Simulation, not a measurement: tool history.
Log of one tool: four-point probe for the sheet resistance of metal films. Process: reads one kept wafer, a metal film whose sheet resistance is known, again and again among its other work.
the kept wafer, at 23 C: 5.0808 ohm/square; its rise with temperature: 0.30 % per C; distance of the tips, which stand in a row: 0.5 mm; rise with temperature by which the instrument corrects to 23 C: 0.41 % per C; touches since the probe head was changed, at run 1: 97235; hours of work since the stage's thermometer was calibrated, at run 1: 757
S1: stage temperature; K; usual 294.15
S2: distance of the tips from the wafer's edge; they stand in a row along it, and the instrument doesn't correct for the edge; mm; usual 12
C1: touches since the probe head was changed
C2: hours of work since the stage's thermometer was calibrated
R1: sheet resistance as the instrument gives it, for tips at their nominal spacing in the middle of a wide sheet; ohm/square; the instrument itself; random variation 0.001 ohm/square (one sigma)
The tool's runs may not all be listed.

{"run": 1, "hour": 0.0, "S1": 294.15, "S2": 12, "C1": 97235, "C2": 757, "R1": 5.14939}
{"run": 2, "hour": 32.4, "S1": 294.15, "S2": 12, "C1": 98283, "C2": 771, "R1": 5.147047}
{"run": 3, "hour": 68.6, "S1": 294.15, "S2": 12, "C1": 99456, "C2": 787, "R1": 5.149823}
{"run": 4, "hour": 107.4, "S1": 294.15, "S2": 12, "C1": 100712, "C2": 804, "R1": 5.150617}
{"run": 5, "hour": 140.2, "S1": 294.15, "S2": 12, "C1": 101775, "C2": 818, "R1": 5.150566}
{"run": 6, "hour": 186.7, "S1": 294.15, "S2": 12, "C1": 103280, "C2": 839, "R1": 5.150711}
{"run": 7, "hour": 232.9, "S1": 294.15, "S2": 12, "C1": 104775, "C2": 859, "R1": 5.150042}
{"run": 8, "hour": 260.3, "S1": 294.15, "S2": 12, "C1": 105662, "C2": 871, "R1": 5.153801}
{"run": 9, "hour": 306.8, "S1": 294.15, "S2": 12, "C1": 107166, "C2": 891, "R1": 5.155183}
{"run": 10, "hour": 332.7, "S1": 294.15, "S2": 12, "C1": 108007, "C2": 902, "R1": 5.154245}
{"run": 11, "hour": 358.7, "S1": 294.15, "S2": 12, "C1": 108848, "C2": 914, "R1": 5.153581}
{"run": 12, "hour": 383.6, "S1": 294.15, "S2": 12, "C1": 109653, "C2": 924, "R1": 5.154216}
{"run": 13, "hour": 416.5, "S1": 294.15, "S2": 12, "C1": 110717, "C2": 939, "R1": 5.153269}
{"run": 14, "hour": 450.3, "S1": 294.15, "S2": 12, "C1": 111812, "C2": 954, "R1": 5.153765}
{"run": 15, "hour": 472.2, "S1": 294.15, "S2": 15, "C1": 112520, "C2": 963, "R1": 5.152041}
{"run": 16, "hour": 517.4, "S1": 294.15, "S2": 15, "C1": 113984, "C2": 983, "R1": 5.155489}
{"run": 17, "hour": 540.1, "S1": 294.15, "S2": 12, "C1": 114720, "C2": 993, "R1": 5.156578}
{"run": 18, "hour": 581.0, "S1": 294.15, "S2": 7, "C1": 116042, "C2": 1011, "R1": 5.165554}
{"run": 19, "hour": 621.6, "S1": 301.15, "S2": 12, "C1": 117357, "C2": 1028, "R1": 5.115251}
{"hour": 625.5, "done": "stage's thermometer calibrated"}
{"run": 20, "hour": 652.4, "S1": 301.15, "S2": 12, "C1": 118339, "C2": 12, "R1": 5.116293}
{"run": 21, "hour": 691.2, "S1": 301.15, "S2": 12, "C1": 119596, "C2": 29, "R1": 5.11411}
{"run": 22, "hour": 738.3, "S1": 301.15, "S2": 12, "C1": 121119, "C2": 49, "R1": 5.117575}
{"run": 23, "hour": 770.1, "S1": 301.15, "S2": 12, "C1": 122149, "C2": 63, "R1": 5.116734}
{"hour": 785.8, "done": "stage's thermometer calibrated, once more"}
{"run": 24, "hour": 798.6, "S1": 292.15, "S2": 60, "C1": 123055, "C2": 6, "R1": 5.166688}
{"run": 25, "hour": 827.5, "S1": 292.15, "S2": 60, "C1": 123990, "C2": 18, "R1": 5.166371}
{"run": 26, "hour": 872.9, "S1": 301.15, "S2": 5, "C1": 125460, "C2": 38, "R1": 5.141303}
{"run": 27, "hour": 913.1, "S1": 301.15, "S2": 5, "C1": 126763, "C2": 56, "R1": 5.140307}
{"run": 28, "hour": 941.0, "S1": 300.15, "S2": 20, "C1": 127665, "C2": 68, "R1": 5.122646}
{"run": 29, "hour": 968.5, "S1": 301.15, "S2": 4, "C1": 128556, "C2": 80, "R1": 5.159882}
{"run": 30, "hour": 1005.8, "S1": 308.15, "S2": 5, "C1": 129764, "C2": 96, "R1": 5.104361}
{"run": 31, "hour": 1048.9, "S1": 306.15, "S2": 11, "C1": 131158, "C2": 115, "R1": 5.096537}
{"run": 32, "hour": 1086.6, "S1": 294.15, "S2": 12, "C1": 132378, "C2": 131, "R1": 5.161727}
{"run": 33, "hour": 1107.8, "S1": 294.15, "S2": 12, "C1": 133064, "C2": 140, "R1": 5.16242}
{"run": 34, "hour": 1146.6, "S1": 294.15, "S2": 12, "C1": 134320, "C2": 157, "R1": 5.163229}
{"run": 35, "hour": 1190.4, "S1": 304.15, "S2": 20, "C1": 135738, "C2": 177, "R1": 5.102699}
{"run": 36, "hour": 1222.1, "S1": 293.15, "S2": 12, "C1": 136764, "C2": 190, "R1": 5.169807}
{"run": 37, "hour": 1252.3, "S1": 307.15, "S2": 7, "C1": 137744, "C2": 204, "R1": 5.100128}
{"run": 38, "hour": 1280.0, "S1": 307.15, "S2": 7, "C1": 138638, "C2": 216, "R1": 5.101403}
{"run": 39, "hour": 1307.9, "S1": 307.15, "S2": 7, "C1": 139542, "C2": 228, "R1": 5.099068}
{"run": 40, "hour": 1355.1, "S1": 294.15, "S2": 60, "C1": 141069, "C2": 248, "R1": 5.161581}
{"run": 41, "hour": 1390.7, "S1": 294.15, "S2": 48, "C1": 142221, "C2": 264, "R1": 5.162511}
{"run": 42, "hour": 1419.2, "S1": 302.15, "S2": 8, "C1": 143147, "C2": 276, "R1": 5.124886}
{"run": 43, "hour": 1458.2, "S1": 302.15, "S2": 8, "C1": 144406, "C2": 293, "R1": 5.125462}
{"run": 44, "hour": 1479.6, "S1": 292.15, "S2": 27, "C1": 145100, "C2": 303, "R1": 5.175607}

How the hidden state differs across the entries between the runs, from the last listed run before each to the first after it:
Between runs 19 and 20: stage's thermometer calibrated (hour 625.5)
  inner tips' distance over the nominal, %: 1.092 -> 1.098; tips' flats over new ones', %: 68 -> 69; wafer's true temperature over the reading, C: -0.09 -> -0.12
  measured less the result without the state, R1: +0.058479 -> +0.058358 ohm/square
Between runs 23 and 24: stage's thermometer calibrated, once more (hour 785.8)
  inner tips' distance over the nominal, %: 1.124 -> 1.131; wafer's true temperature over the reading, C: -0.13 -> -0.01
  measured less the result without the state, R1: +0.059647 -> +0.062318 ohm/square

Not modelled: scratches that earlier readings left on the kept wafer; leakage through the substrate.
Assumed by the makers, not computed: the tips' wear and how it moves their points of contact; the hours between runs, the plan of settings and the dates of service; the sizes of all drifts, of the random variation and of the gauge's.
